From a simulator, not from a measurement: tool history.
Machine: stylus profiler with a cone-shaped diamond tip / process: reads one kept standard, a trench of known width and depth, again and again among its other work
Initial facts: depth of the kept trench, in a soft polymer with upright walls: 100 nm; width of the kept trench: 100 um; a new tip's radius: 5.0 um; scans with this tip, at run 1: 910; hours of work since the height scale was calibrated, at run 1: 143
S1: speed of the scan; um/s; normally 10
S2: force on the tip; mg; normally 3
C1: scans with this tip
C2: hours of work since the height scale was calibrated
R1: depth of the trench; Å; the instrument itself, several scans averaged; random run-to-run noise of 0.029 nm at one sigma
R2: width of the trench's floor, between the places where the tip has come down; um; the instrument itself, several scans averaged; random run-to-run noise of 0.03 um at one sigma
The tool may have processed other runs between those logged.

{"run": 1, "hour": 0.0, "S1": 10, "S2": 3, "C1": 910, "C2": 143, "R1": 1016.3, "R2": 97.87}
{"run": 2, "hour": 14.9, "S1": 10, "S2": 3, "C1": 956, "C2": 151, "R1": 1017.4, "R2": 97.85}
{"run": 3, "hour": 27.5, "S1": 10, "S2": 1.34, "C1": 995, "C2": 157, "R1": 1010.4, "R2": 97.83}
{"run": 4, "hour": 39.1, "S1": 10, "S2": 1.34, "C1": 1031, "C2": 162, "R1": 1010.4, "R2": 97.9}
{"run": 5, "hour": 52.0, "S1": 10, "S2": 3, "C1": 1072, "C2": 169, "R1": 1016.6, "R2": 97.84}
{"run": 6, "hour": 69.9, "S1": 10, "S2": 3, "C1": 1127, "C2": 178, "R1": 1017, "R2": 97.82}
{"run": 7, "hour": 82.8, "S1": 10, "S2": 3, "C1": 1168, "C2": 184, "R1": 1017.2, "R2": 97.86}
{"run": 8, "hour": 98.1, "S1": 10, "S2": 3, "C1": 1215, "C2": 191, "R1": 1017.3, "R2": 97.85}
{"run": 9, "hour": 107.7, "S1": 12, "S2": 3, "C1": 1245, "C2": 196, "R1": 1016.9, "R2": 97.81}
{"run": 10, "hour": 116.5, "S1": 12, "S2": 3, "C1": 1272, "C2": 200, "R1": 1017.4, "R2": 97.79}
{"run": 11, "hour": 123.9, "S1": 12, "S2": 3, "C1": 1295, "C2": 204, "R1": 1017.5, "R2": 97.85}
{"run": 12, "hour": 141.7, "S1": 12, "S2": 3, "C1": 1351, "C2": 213, "R1": 1016.9, "R2": 97.77}
{"run": 13, "hour": 150.7, "S1": 10, "S2": 3, "C1": 1379, "C2": 217, "R1": 1017.5, "R2": 97.8}
{"run": 14, "hour": 160.6, "S1": 10, "S2": 3, "C1": 1410, "C2": 222, "R1": 1017.2, "R2": 97.82}
{"run": 15, "hour": 172.5, "S1": 10, "S2": 3, "C1": 1447, "C2": 228, "R1": 1017.1, "R2": 97.73}
{"run": 16, "hour": 183.7, "S1": 10, "S2": 4.46, "C1": 1482, "C2": 233, "R1": 1022.6, "R2": 97.82}
{"run": 17, "hour": 195.2, "S1": 10, "S2": 4.46, "C1": 1518, "C2": 239, "R1": 1022.4, "R2": 97.77}
{"run": 18, "hour": 209.8, "S1": 10, "S2": 1.12, "C1": 1563, "C2": 246, "R1": 1009.6, "R2": 97.74}
{"run": 19, "hour": 220.1, "S1": 10, "S2": 1.12, "C1": 1595, "C2": 251, "R1": 1009.3, "R2": 97.71}
{"run": 20, "hour": 235.4, "S1": 10, "S2": 3, "C1": 1643, "C2": 259, "R1": 1017.5, "R2": 97.8}
{"run": 21, "hour": 250.4, "S1": 10, "S2": 3, "C1": 1689, "C2": 266, "R1": 1017.3, "R2": 97.79}
{"run": 22, "hour": 263.6, "S1": 10, "S2": 1.52, "C1": 1731, "C2": 273, "R1": 1011.3, "R2": 97.78}
{"run": 23, "hour": 281.0, "S1": 10, "S2": 1.52, "C1": 1785, "C2": 281, "R1": 1011.7, "R2": 97.76}
{"run": 24, "hour": 288.7, "S1": 3, "S2": 1.59, "C1": 1809, "C2": 285, "R1": 1011.4, "R2": 97.8}
{"run": 25, "hour": 297.4, "S1": 17, "S2": 1.29, "C1": 1836, "C2": 289, "R1": 1010.7, "R2": 97.67}
{"run": 26, "hour": 311.2, "S1": 10, "S2": 6.98, "C1": 1879, "C2": 296, "R1": 1030.4, "R2": 97.79}
{"run": 27, "hour": 327.9, "S1": 9, "S2": 5.86, "C1": 1931, "C2": 304, "R1": 1026.9, "R2": 97.78}
{"run": 28, "hour": 345.6, "S1": 17, "S2": 7.56, "C1": 1986, "C2": 313, "R1": 1032.2, "R2": 97.75}
{"run": 29, "hour": 353.5, "S1": 14, "S2": 4.72, "C1": 2011, "C2": 317, "R1": 1023, "R2": 97.74}
{"run": 30, "hour": 368.8, "S1": 14, "S2": 4.72, "C1": 2059, "C2": 324, "R1": 1024.3, "R2": 97.77}
{"run": 31, "hour": 383.1, "S1": 14, "S2": 4.72, "C1": 2103, "C2": 331, "R1": 1023.5, "R2": 97.75}
{"run": 32, "hour": 398.9, "S1": 14, "S2": 4.72, "C1": 2152, "C2": 339, "R1": 1023.8, "R2": 97.72}
{"run": 33, "hour": 412.7, "S1": 2, "S2": 3.9, "C1": 2195, "C2": 346, "R1": 1021.3, "R2": 97.83}
{"run": 34, "hour": 430.4, "S1": 3, "S2": 3.9, "C1": 2250, "C2": 355, "R1": 1021.6, "R2": 97.69}
{"run": 35, "hour": 442.1, "S1": 3, "S2": 3.9, "C1": 2287, "C2": 360, "R1": 1020.9, "R2": 97.75}
{"run": 36, "hour": 455.6, "S1": 27, "S2": 3.9, "C1": 2329, "C2": 367, "R1": 1020.8, "R2": 97.61}
{"run": 37, "hour": 464.9, "S1": 27, "S2": 3.9, "C1": 2358, "C2": 371, "R1": 1021.3, "R2": 97.62}
{"run": 38, "hour": 477.9, "S1": 20, "S2": 1.39, "C1": 2398, "C2": 378, "R1": 1011.6, "R2": 97.62}
{"run": 39, "hour": 489.8, "S1": 9, "S2": 1.13, "C1": 2435, "C2": 384, "R1": 1010.3, "R2": 97.68}
{"run": 40, "hour": 498.3, "S1": 25, "S2": 1.13, "C1": 2462, "C2": 388, "R1": 1009.6, "R2": 97.61}
{"run": 41, "hour": 512.4, "S1": 26, "S2": 3.58, "C1": 2506, "C2": 395, "R1": 1019.8, "R2": 97.64}
{"run": 42, "hour": 529.1, "S1": 26, "S2": 3.58, "C1": 2558, "C2": 403, "R1": 1019.9, "R2": 97.63}
{"run": 43, "hour": 547.1, "S1": 26, "S2": 3.58, "C1": 2614, "C2": 412, "R1": 1020.1, "R2": 97.69}
{"run": 44, "hour": 558.2, "S1": 26, "S2": 3.58, "C1": 2649, "C2": 417, "R1": 1020, "R2": 97.67}
{"run": 45, "hour": 573.0, "S1": 26, "S2": 3.58, "C1": 2694, "C2": 425, "R1": 1020.5, "R2": 97.58}
{"run": 46, "hour": 590.1, "S1": 24, "S2": 5.38, "C1": 2748, "C2": 433, "R1": 1025.9, "R2": 97.69}

Measured minus without-hidden-state, run by run (identical run-to-run variation in each term; gauge scatter may differ):
The hidden state here: radius of the tip, um; height scale over the true one, %; drift of the gauge itself on depth_nm, %; drift of the gauge itself on floor_um, %.
run=1 R1=+0.3 R2=-0.11
run=2 R1=+0.3 R2=-0.12
run=3 R1=+0.3 R2=-0.12
run=4 R1=+0.4 R2=-0.12
run=5 R1=+0.4 R2=-0.13
run=6 R1=+0.4 R2=-0.13
run=7 R1=+0.4 R2=-0.14
run=8 R1=+0.5 R2=-0.14
run=9 R1=+0.5 R2=-0.14
run=10 R1=+0.5 R2=-0.15
run=11 R1=+0.5 R2=-0.15
run=12 R1=+0.5 R2=-0.16
run=13 R1=+0.6 R2=-0.16
run=14 R1=+0.6 R2=-0.16
run=15 R1=+0.6 R2=-0.16
run=16 R1=+0.7 R2=-0.17
run=17 R1=+0.6 R2=-0.18
run=18 R1=+0.7 R2=-0.17
run=19 R1=+0.7 R2=-0.18
run=20 R1=+0.8 R2=-0.18
run=21 R1=+0.8 R2=-0.19
run=22 R1=+0.8 R2=-0.2
run=23 R1=+0.8 R2=-0.2
run=24 R1=+0.8 R2=-0.2
run=25 R1=+0.8 R2=-0.21
run=26 R1=+0.8 R2=-0.21
run=27 R1=+0.9 R2=-0.21
run=28 R1=+0.9 R2=-0.22
run=29 R1=+1 R2=-0.22
run=30 R1=+1 R2=-0.22
run=31 R1=+1 R2=-0.23
run=32 R1=+1 R2=-0.24
run=33 R1=+1 R2=-0.24
run=34 R1=+1.1 R2=-0.25
run=35 R1=+1.2 R2=-0.25
run=36 R1=+1.2 R2=-0.25
run=37 R1=+1.2 R2=-0.25
run=38 R1=+1.2 R2=-0.26
run=39 R1=+1.2 R2=-0.26
run=40 R1=+1.2 R2=-0.26
run=41 R1=+1.3 R2=-0.26
run=42 R1=+1.3 R2=-0.28
run=43 R1=+1.3 R2=-0.28
run=44 R1=+1.4 R2=-0.28
run=45 R1=+1.3 R2=-0.28
run=46 R1=+1.4 R2=-0.29
